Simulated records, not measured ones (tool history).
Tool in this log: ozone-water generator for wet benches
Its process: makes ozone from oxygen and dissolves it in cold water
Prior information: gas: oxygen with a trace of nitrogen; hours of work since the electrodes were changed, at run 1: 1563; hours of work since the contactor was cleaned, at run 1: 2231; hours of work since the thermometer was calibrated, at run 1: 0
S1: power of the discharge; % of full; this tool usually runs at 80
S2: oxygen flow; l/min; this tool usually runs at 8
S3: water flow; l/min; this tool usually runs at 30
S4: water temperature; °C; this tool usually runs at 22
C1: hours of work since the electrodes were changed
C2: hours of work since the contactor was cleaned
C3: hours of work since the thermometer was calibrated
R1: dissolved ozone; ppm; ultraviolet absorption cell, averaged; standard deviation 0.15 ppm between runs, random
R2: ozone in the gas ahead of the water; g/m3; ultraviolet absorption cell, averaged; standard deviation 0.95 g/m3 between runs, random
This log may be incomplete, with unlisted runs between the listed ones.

Run 1, hour 0: usual settings; C1 1563; C2 2231; C3 0. Result: R1 17.4 ppm, R2 155.9 g/m3.
Run 2, hour 81.6: usual settings; C1 1624; C2 2292; C3 61. Result: R1 17.4 ppm, R2 157.3 g/m3.
Run 3, hour 135.6: usual settings but S2 4.65 l/min; C1 1664; C2 2332; C3 101. Result: R1 16.9 ppm, R2 209.5 g/m3.
Run 4, hour 216.4: usual settings but S2 4.65 l/min; C1 1724; C2 2393; C3 162. Result: R1 16.8 ppm, R2 207.4 g/m3.
Run 5, hour 264.9: usual settings but S2 4.65 l/min; C1 1760; C2 2429; C3 198. Result: R1 16.9 ppm, R2 207.4 g/m3.
Run 6, hour 318.4: usual settings but S2 4.65 l/min; C1 1800; C2 2469; C3 238. Result: R1 17 ppm, R2 207.9 g/m3.
Run 7, hour 384: usual settings but S1 79 % of full, S2 4.65 l/min; C1 1849; C2 2518; C3 287. Result: R1 16.5 ppm, R2 204.8 g/m3.
Run 8, hour 446.7: usual settings but S1 79 % of full, S2 4.65 l/min; C1 1896; C2 2565; C3 334. Result: R1 16.7 ppm, R2 207.4 g/m3.
Run 9, hour 524.8: usual settings but S1 79 % of full, S2 4.65 l/min; C1 1955; C2 2623; C3 392. Result: R1 16.6 ppm, R2 206 g/m3.
Run 10, hour 587.1: usual settings but S1 79 % of full, S2 4.65 l/min; C1 2001; C2 2670; C3 439. Result: R1 16.9 ppm, R2 204.9 g/m3.
Run 11, hour 632.4: usual settings but S1 79 % of full, S2 4.65 l/min; C1 2035; C2 2703; C3 472. Result: R1 16.4 ppm, R2 205.8 g/m3.
Run 12, hour 684.8: usual settings but S1 79 % of full, S2 4.65 l/min; C1 2074; C2 2743; C3 512. Result: R1 16.6 ppm, R2 205.3 g/m3.
Run 13, hour 738: usual settings but S1 79 % of full, S2 4.65 l/min; C1 2114; C2 2782; C3 551. Result: R1 16.4 ppm, R2 204.7 g/m3.
Run 14, hour 780.8: usual settings but S1 79 % of full, S2 4.65 l/min; C1 2146; C2 2814; C3 583. Result: R1 16.5 ppm, R2 206.5 g/m3.
Run 15, hour 842.3: usual settings but S1 79 % of full, S2 4.65 l/min; C1 2192; C2 2860; C3 629. Result: R1 16.3 ppm, R2 205 g/m3.
Run 16, hour 904.3: usual settings but S1 79 % of full, S2 4.65 l/min; C1 2238; C2 2907; C3 676. Result: R1 16.6 ppm, R2 205 g/m3.
Run 17, hour 991.2: usual settings but S1 85 % of full, S2 12.54 l/min, S3 22 l/min, S4 28 °C; C1 2303; C2 2972; C3 741. Result: R1 17.8 ppm, R2 128.3 g/m3.
Run 18, hour 1065.5: usual settings but S1 61 % of full, S2 12.54 l/min, S3 44 l/min, S4 17 °C; C1 2359; C2 3027; C3 796. Result: R1 11.7 ppm, R2 101.1 g/m3.
Run 19, hour 1116.6: usual settings but S1 67 % of full, S2 12.54 l/min, S3 19 l/min, S4 17 °C; C1 2397; C2 3065; C3 834. Result: R1 20.9 ppm, R2 108.8 g/m3.
Run 20, hour 1189.2: usual settings but S1 67 % of full, S2 12.54 l/min, S3 36 l/min, S4 24 °C; C1 2451; C2 3120; C3 889. Result: R1 12.7 ppm, R2 109.2 g/m3.
Run 21, hour 1261.8: usual settings but S1 47 % of full, S4 27 °C; C1 2505; C2 3174; C3 943. Result: R1 10.9 ppm, R2 107.1 g/m3.
Run 22, hour 1342: usual settings but S1 68 % of full, S4 21 °C; C1 2565; C2 3234; C3 1003. Result: R1 15.4 ppm, R2 138.9 g/m3.
Run 23, hour 1418.2: usual settings but S1 95 % of full, S2 10.54 l/min, S3 46 l/min, S4 20 °C; C1 2622; C2 3291; C3 1060. Result: R1 14.4 ppm, R2 149.9 g/m3.
At hour 1480.7: contactor cleaned.
Run 24, hour 1503.2: usual settings but S1 95 % of full, S2 10.54 l/min, S3 46 l/min, S4 20 °C; C1 2683; C2 17; C3 1120. Result: R1 15.1 ppm, R2 151.5 g/m3.
Run 25, hour 1566.4: usual settings but S1 95 % of full, S2 10.54 l/min, S3 46 l/min, S4 20 °C; C1 2730; C2 64; C3 1167. Result: R1 15 ppm, R2 151 g/m3.
Run 26, hour 1610: usual settings but S1 83 % of full, S2 9.94 l/min, S3 26 l/min, S4 14 °C; C1 2762; C2 97; C3 1200. Result: R1 22.5 ppm, R2 142.9 g/m3.
Run 27, hour 1662.1: usual settings but S2 6.18 l/min, S3 44 l/min; C1 2801; C2 136; C3 1239. Result: R1 12.8 ppm, R2 175.3 g/m3.
Run 28, hour 1702: usual settings but S1 53 % of full, S2 6.18 l/min, S3 26 l/min, S4 23 °C; C1 2831; C2 165; C3 1269. Result: R1 14.2 ppm, R2 132.8 g/m3.
Run 29, hour 1772.2: usual settings but S1 66 % of full, S2 7.33 l/min, S3 42 l/min, S4 17 °C; C1 2884; C2 218; C3 1321. Result: R1 12.6 ppm, R2 141.8 g/m3.
Run 30, hour 1812.3: usual settings but S2 8.15 l/min, S4 17 °C; C1 2914; C2 248; C3 1351. Result: R1 18.9 ppm, R2 151.8 g/m3.
Run 31, hour 1879.2: usual settings but S1 95 % of full, S4 29 °C; C1 2964; C2 298; C3 1401. Result: R1 17.4 ppm, R2 174.2 g/m3.
Run 32, hour 1954.3: usual settings but S1 54 % of full, S2 6.51 l/min, S3 41 l/min, S4 24 °C; C1 3020; C2 354; C3 1457. Result: R1 10.1 ppm, R2 129.5 g/m3.

Consider 5 possible next runs. They are alternatives, not a sequence: every one starts from the tool as it was left by run 32. What does each give?
Run A, hour 2040.7: usual settings but S1 47 % of full, S2 8.02 l/min, S3 47 l/min; C1 3084; C2 418; C3 1522. Result: R1 ?, R2 ?.
Run B, hour 2040.7: usual settings but S1 55 % of full, S2 6.51 l/min, S3 34 l/min, S4 24 °C; C1 3084; C2 418; C3 1522. Result: R1 ?, R2 ?.
Run C, hour 2040.7: usual settings but S1 72 % of full, S2 5.39 l/min, S3 45 l/min; C1 3084; C2 418; C3 1522. Result: R1 ?, R2 ?.
Run D, hour 2040.7: usual settings but S1 54 % of full, S2 12.14 l/min, S3 41 l/min, S4 24 °C; C1 3084; C2 418; C3 1522. Result: R1 ?, R2 ?.
Run E, hour 2040.7: usual settings but S1 51 % of full, S2 13.32 l/min; C1 3084; C2 418; C3 1522. Result: R1 ?, R2 ?.

run    R1     R2
  A   8.7  106.6
  B  11.9  132.1
  C  11.3  176.6
  D  10.3   94.5
  E  12.3     87
With no hidden state in the tool, these same runs would have given:
run    R1     R2
  A   9.1  110.4
  B  12.5  137.5
  C    12  185.6
  D  10.8   98.3
  E  12.9   90.4

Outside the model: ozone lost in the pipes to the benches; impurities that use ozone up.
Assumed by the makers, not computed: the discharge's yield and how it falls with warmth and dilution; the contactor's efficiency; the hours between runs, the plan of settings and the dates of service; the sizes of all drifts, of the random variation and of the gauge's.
